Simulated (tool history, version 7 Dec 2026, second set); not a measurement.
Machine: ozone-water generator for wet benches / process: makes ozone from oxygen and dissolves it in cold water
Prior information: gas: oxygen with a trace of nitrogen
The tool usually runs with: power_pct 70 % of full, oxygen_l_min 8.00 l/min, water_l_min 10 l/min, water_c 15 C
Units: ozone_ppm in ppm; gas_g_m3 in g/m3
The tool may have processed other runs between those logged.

Run 1, hour 0.0: usual settings. Result: ozone_ppm 28.9 ppm, gas_g_m3 164.0 g/m3.
Run 2, hour 120.3: usual settings but water_l_min 14 l/min. Result: ozone_ppm 23.8 ppm, gas_g_m3 164.1 g/m3.
Run 3, hour 202.6: usual settings but water_c 22 C. Result: ozone_ppm 24.7 ppm, gas_g_m3 164.7 g/m3.
Run 4, hour 269.6: usual settings but water_c 22 C. Result: ozone_ppm 24.8 ppm, gas_g_m3 164.3 g/m3.
Run 5, hour 339.6: usual settings but water_c 10 C. Result: ozone_ppm 32.0 ppm, gas_g_m3 162.6 g/m3.
Run 6, hour 465.7: usual settings but oxygen_l_min 10.75 l/min. Result: ozone_ppm 27.3 ppm, gas_g_m3 140.7 g/m3.
Run 7, hour 586.3: usual settings but oxygen_l_min 10.75 l/min. Result: ozone_ppm 26.9 ppm, gas_g_m3 141.6 g/m3.
Run 8, hour 687.6: usual settings but water_c 13 C. Result: ozone_ppm 30.2 ppm, gas_g_m3 161.3 g/m3.
Run 9, hour 804.4: usual settings but water_c 13 C. Result: ozone_ppm 30.3 ppm, gas_g_m3 161.9 g/m3.
Run 10, hour 906.4: usual settings but water_c 13 C. Result: ozone_ppm 30.2 ppm, gas_g_m3 162.8 g/m3.
Run 11, hour 1003.1: usual settings but water_c 13 C. Result: ozone_ppm 29.8 ppm, gas_g_m3 163.4 g/m3.
Run 12, hour 1133.0: usual settings but water_c 13 C. Result: ozone_ppm 30.3 ppm, gas_g_m3 160.8 g/m3.
Run 13, hour 1254.1: usual settings but water_c 13 C. Result: ozone_ppm 30.3 ppm, gas_g_m3 159.6 g/m3.
Run 14, hour 1358.2: usual settings but water_c 13 C. Result: ozone_ppm 30.0 ppm, gas_g_m3 160.3 g/m3.
Run 15, hour 1489.9: usual settings. Result: ozone_ppm 28.9 ppm, gas_g_m3 160.7 g/m3.
Run 16, hour 1562.8: usual settings. Result: ozone_ppm 29.6 ppm, gas_g_m3 159.7 g/m3.
Run 17, hour 1636.9: usual settings. Result: ozone_ppm 28.9 ppm, gas_g_m3 160.4 g/m3.
Run 18, hour 1729.7: usual settings but oxygen_l_min 13.13 l/min, water_c 20 C. Result: ozone_ppm 22.2 ppm, gas_g_m3 124.9 g/m3.
Run 19, hour 1820.2: usual settings but power_pct 96 % of full, oxygen_l_min 6.74 l/min, water_l_min 6 l/min, water_c 16 C. Result: ozone_ppm 48.4 ppm, gas_g_m3 227.1 g/m3.
Run 20, hour 1899.6: usual settings but power_pct 96 % of full, oxygen_l_min 6.74 l/min, water_l_min 6 l/min, water_c 16 C. Result: ozone_ppm 48.4 ppm, gas_g_m3 226.7 g/m3.
Run 21, hour 1983.8: usual settings but oxygen_l_min 4.47 l/min. Result: ozone_ppm 31.2 ppm, gas_g_m3 215.0 g/m3.
Run 22, hour 2049.4: usual settings but oxygen_l_min 4.47 l/min. Result: ozone_ppm 31.3 ppm, gas_g_m3 214.9 g/m3.
Run 23, hour 2137.2: usual settings but oxygen_l_min 4.47 l/min. Result: ozone_ppm 31.5 ppm, gas_g_m3 215.6 g/m3.
Run 24, hour 2233.4: usual settings but power_pct 97 % of full, oxygen_l_min 4.90 l/min, water_l_min 8 l/min, water_c 21 C. Result: ozone_ppm 41.0 ppm, gas_g_m3 267.4 g/m3.
At hour 2345.1: gauge calibrated.
Run 25, hour 2365.7: usual settings but power_pct 97 % of full, oxygen_l_min 4.90 l/min, water_l_min 8 l/min, water_c 21 C. Result: ozone_ppm 41.4 ppm, gas_g_m3 275.2 g/m3.
Run 26, hour 2425.1: usual settings but power_pct 47 % of full, oxygen_l_min 8.71 l/min, water_l_min 9 l/min, water_c 21 C. Result: ozone_ppm 18.6 ppm, gas_g_m3 114.0 g/m3.
Run 27, hour 2484.9: usual settings but water_l_min 11 l/min. Result: ozone_ppm 27.6 ppm, gas_g_m3 162.8 g/m3.
Run 28, hour 2580.4: usual settings but water_l_min 11 l/min. Result: ozone_ppm 27.7 ppm, gas_g_m3 163.9 g/m3.
Run 29, hour 2673.8: usual settings but power_pct 58 % of full, water_l_min 11 l/min. Result: ozone_ppm 23.7 ppm, gas_g_m3 139.5 g/m3.
Run 30, hour 2731.6: usual settings but power_pct 76 % of full, water_c 9 C. Result: ozone_ppm 35.6 ppm, gas_g_m3 174.4 g/m3.
Run 31, hour 2857.2: usual settings but power_pct 66 % of full, oxygen_l_min 13.25 l/min, water_l_min 14 l/min, water_c 10 C. Result: ozone_ppm 23.3 ppm, gas_g_m3 118.5 g/m3.
Run 32, hour 2939.2: usual settings but power_pct 66 % of full, oxygen_l_min 13.25 l/min, water_l_min 14 l/min, water_c 10 C. Result: ozone_ppm 23.0 ppm, gas_g_m3 118.2 g/m3.

Had the tool no unlogged condition, and each run kept its random variation, what would the results have been?
What the log doesn't record here: yield of the discharge, % of new electrodes'; contactor's efficiency, % of a clean one's; true water temperature over the reading, C; drift of the gauge itself on ozone_ppm, %; drift of the gauge itself on gas_g_m3, %.
run  gas_g_m3
  1     164.1
  2     164.4
  3     165.2
  4     165.0
  5     163.4
  6     141.6
  7     142.7
  8     162.8
  9     163.7
 10     164.8
 11     165.6
 12     163.3
 13     162.3
 14     163.3
 15     163.9
 16     163.0
 17     163.9
 18     127.8
 19     232.7
 20     232.6
 21     220.7
 22     220.8
 23     221.8
 24     275.5
 25     275.5
 26     114.2
 27     163.2
 28     164.5
 29     140.2
 30     175.3
 31     119.4
 32     119.1
ozone_ppm: at most 0.1 ppm away from the measurement, every run.
